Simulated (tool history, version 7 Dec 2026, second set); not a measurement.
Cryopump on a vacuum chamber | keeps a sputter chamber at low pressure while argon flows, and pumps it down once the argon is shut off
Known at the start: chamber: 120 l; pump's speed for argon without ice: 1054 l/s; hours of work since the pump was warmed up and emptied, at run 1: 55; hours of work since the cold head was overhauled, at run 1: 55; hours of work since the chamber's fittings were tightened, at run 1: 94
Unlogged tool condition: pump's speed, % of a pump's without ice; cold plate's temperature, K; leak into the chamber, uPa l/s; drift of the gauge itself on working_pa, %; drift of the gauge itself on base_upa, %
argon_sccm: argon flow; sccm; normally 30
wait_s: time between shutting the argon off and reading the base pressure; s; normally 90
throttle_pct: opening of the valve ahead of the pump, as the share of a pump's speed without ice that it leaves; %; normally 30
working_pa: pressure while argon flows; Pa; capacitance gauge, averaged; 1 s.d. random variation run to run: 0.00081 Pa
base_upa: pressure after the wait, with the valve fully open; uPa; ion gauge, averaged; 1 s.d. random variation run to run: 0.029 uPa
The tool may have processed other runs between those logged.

run   hour  argon_sccm  wait_s  throttle_pct  hours of work since the pump was warmed up and emptied  hours of work since the cold head was overhauled  hours of work since the chamber's fittings were tightened  working_pa  base_upa
  1      0          30      90            30                                                      55                                                55                                                         94      0.1615      1.41
  2   15.3          30      90            41                                                      66                                                66                                                        105      0.1199      1.42
  3   27.7          20      90            30                                                      74                                                74                                                        113      0.1078      1.43
  4   42.2          20      90            30                                                      83                                                83                                                        123      0.1086      1.41
  5   49.8          20      90            30                                                      89                                                89                                                        128      0.1093      1.47
  6   57.1          30      90            30                                                      93                                                93                                                        133      0.1634      1.45
  7   70.8          30      90            30                                                     102                                               102                                                        142      0.1626      1.43
  8   77.8          30      90            30                                                     107                                               107                                                        146      0.1639      1.47
  9   89.8          30      90            30                                                     115                                               115                                                        154      0.1636      1.39
 10  100.1          30      90            30                                                     122                                               122                                                        161      0.1619      1.44
 11  110.2          30      90            30                                                     129                                               129                                                        168      0.1639      1.45
 12  119.4          30      90            44                                                     135                                               135                                                        174      0.1141      1.43
 13  134.2          30      90            44                                                     145                                               145                                                        184      0.1132      1.45
 14  141.9          30      90            44                                                     150                                               150                                                        189      0.1145      1.47
 15  155.2          30     228            30                                                     159                                               159                                                        198      0.1657      0.78
 16  168.6          30     228            30                                                     168                                               168                                                        207      0.1644      0.85
 17  179.6          30     228            30                                                     175                                               175                                                        214      0.1648      0.77
 18  194.8          30     228            30                                                     185                                               185                                                        224      0.1641      0.82
 19    206          30     228            30                                                     193                                               193                                                        232      0.1652      0.82
 20  219.4          46      48            21                                                     202                                               202                                                        241      0.3638      2.45
 21  226.1          14      46            30                                                     206                                               206                                                        245      0.0777      2.54
 22  240.7          26     252            17                                                     216                                               216                                                        255      0.2482      0.78
 23  251.6          52      33            25                                                     223                                               223                                                        262      0.3444      3.35
 24    265          30     153            48                                                     232                                               232                                                        271      0.1063      1.07
 25    275          32      24            16                                                     239                                               239                                                        278      0.3271       4.6
 26  288.4          21      43            17                                                     248                                               248                                                        287      0.2041      2.67
 27  294.8          28     236            34                                                     252                                               252                                                        291      0.1384      0.83
 28  307.3          52      51            26                                                     260                                               260                                                        299      0.3326      2.36
 29  317.5          15      90            30                                                     267                                               267                                                        306      0.0835      1.49
 30  326.8          19     156            23                                                     273                                               273                                                        312      0.1384      1.07
 31  339.3          30     256            27                                                     281                                               281                                                        321      0.1861      0.85
 32    349          30      64            19                                                     288                                               288                                                        327      0.2606      1.93
 33  358.6          41      64            30                                                     294                                               294                                                        333      0.2286      2.04
 34  368.5          41      82            30                                                     301                                               301                                                        340      0.2289      1.62

Here are 3 independent what-if runs from the current tool condition. What would each one return?
  A  379.8          29      82            30                                                     308                                               308                                                        348           ?         ?
  B  379.8          15      90            19                                                     308                                               308                                                        348           ?         ?
  C  379.8          14      73            30                                                     308                                               308                                                        348           ?         ?

run  working_pa  base_upa
  A      0.1634      1.66
  B      0.1302      1.57
  C      0.0772      1.88
Without the tool's unlogged condition, the same runs would have read:
run  working_pa  base_upa
  A      0.1553      1.47
  B      0.1261      1.39
  C      0.0733      1.69
